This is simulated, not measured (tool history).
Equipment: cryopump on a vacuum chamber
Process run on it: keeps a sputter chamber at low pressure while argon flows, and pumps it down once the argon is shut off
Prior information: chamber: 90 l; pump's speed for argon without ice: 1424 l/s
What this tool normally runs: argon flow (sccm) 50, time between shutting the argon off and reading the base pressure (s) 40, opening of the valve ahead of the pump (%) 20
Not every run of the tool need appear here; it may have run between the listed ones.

| run | day | argon flow (sccm) | time between shutting the argon off and reading the base pressure (s) | opening of the valve ahead of the pump (%) | pressure while argon flows (Pa) | pressure after the wait (uPa) |
|---|---|---|---|---|---|---|
| 1 | 0 | 50 | 40 | 20 | 0.299 | 2.8 |
| 2 | 0.742 | 50 | 40 | 20 | 0.2993 | 2.76 |
| 3 | 1.771 | 50 | 40 | 20 | 0.2993 | 2.72 |
| 4 | 2.75 | 50 | 40 | 20 | 0.2997 | 2.85 |
| 5 | 3.208 | 50 | 40 | 20 | 0.2993 | 2.8 |
| 6 | 3.65 | 50 | 40 | 20 | 0.2997 | 2.78 |
| 7 | 4.479 | 50 | 40 | 35 | 0.1722 | 2.82 |
| 8 | 4.979 | 50 | 40 | 35 | 0.1718 | 2.78 |
| 9 | 5.938 | 77 | 40 | 20 | 0.4616 | 2.8 |
| 10 | 6.412 | 77 | 40 | 20 | 0.4608 | 2.87 |
| 11 | 7.346 | 77 | 40 | 20 | 0.4629 | 2.86 |
| 12 | 7.817 | 50 | 144 | 20 | 0.3011 | 1.53 |
| 13 | 8.517 | 50 | 144 | 43 | 0.1412 | 1.53 |
| 14 | 8.962 | 50 | 144 | 43 | 0.1414 | 1.62 |
| 15 | 9.85 | 50 | 144 | 43 | 0.1417 | 1.61 |
| 16 | 10.729 | 50 | 40 | 20 | 0.301 | 2.83 |
| 17 | 11.65 | 50 | 40 | 20 | 0.3018 | 2.82 |
| 18 | 12.604 | 50 | 40 | 20 | 0.3012 | 2.83 |
| 19 | 13.358 | 50 | 40 | 20 | 0.3014 | 2.83 |
| 20 | 14.238 | 51 | 40 | 31 | 0.1994 | 2.87 |
| 21 | 14.796 | 54 | 40 | 20 | 0.3258 | 3 |
| 22 | 15.275 | 54 | 40 | 20 | 0.3255 | 2.89 |
| 23 | 15.808 | 54 | 52 | 20 | 0.3239 | 2.48 |
| 24 | 16.379 | 54 | 52 | 20 | 0.3256 | 2.54 |
| 25 | 17.367 | 28 | 125 | 20 | 0.1678 | 1.74 |
| 26 | 17.95 | 28 | 125 | 20 | 0.1688 | 1.76 |
| 27 | 18.646 | 28 | 125 | 20 | 0.169 | 1.68 |
| 28 | 19.167 | 73 | 40 | 18 | 0.4904 | 2.87 |
| 29 | 19.779 | 73 | 40 | 18 | 0.4903 | 3.04 |
| 30 | 20.346 | 73 | 40 | 18 | 0.4897 | 2.95 |
| 31 | 21.242 | 73 | 40 | 18 | 0.4896 | 2.91 |
| 32 | 21.779 | 73 | 40 | 18 | 0.4882 | 2.95 |
| 33 | 22.238 | 79 | 40 | 33 | 0.2921 | 2.92 |

Consider 5 possible next runs. They are alternatives, not a sequence: every one starts from the tool as it was left by run 33. What does each give?
| A | 22.808 | 49 | 40 | 39 | ? | ? |
| B | 22.808 | 24 | 40 | 24 | ? | ? |
| C | 22.808 | 50 | 40 | 27 | ? | ? |
| D | 22.808 | 65 | 40 | 35 | ? | ? |
| E | 22.808 | 24 | 39 | 36 | ? | ? |

| run | pressure while argon flows (Pa) | pressure after the wait (uPa) |
|---|---|---|
| A | 0.1547 | 2.95 |
| B | 0.1216 | 2.92 |
| C | 0.2256 | 2.93 |
| D | 0.2272 | 2.96 |
| E | 0.0817 | 3.04 |
Had the tool no hidden state, the same runs would have come out as:
| run | pressure while argon flows (Pa) | pressure after the wait (uPa) |
|---|---|---|
| A | 0.1491 | 1.95 |
| B | 0.1189 | 1.93 |
| C | 0.2199 | 1.94 |
| D | 0.2199 | 1.96 |
| E | 0.079 | 2.03 |
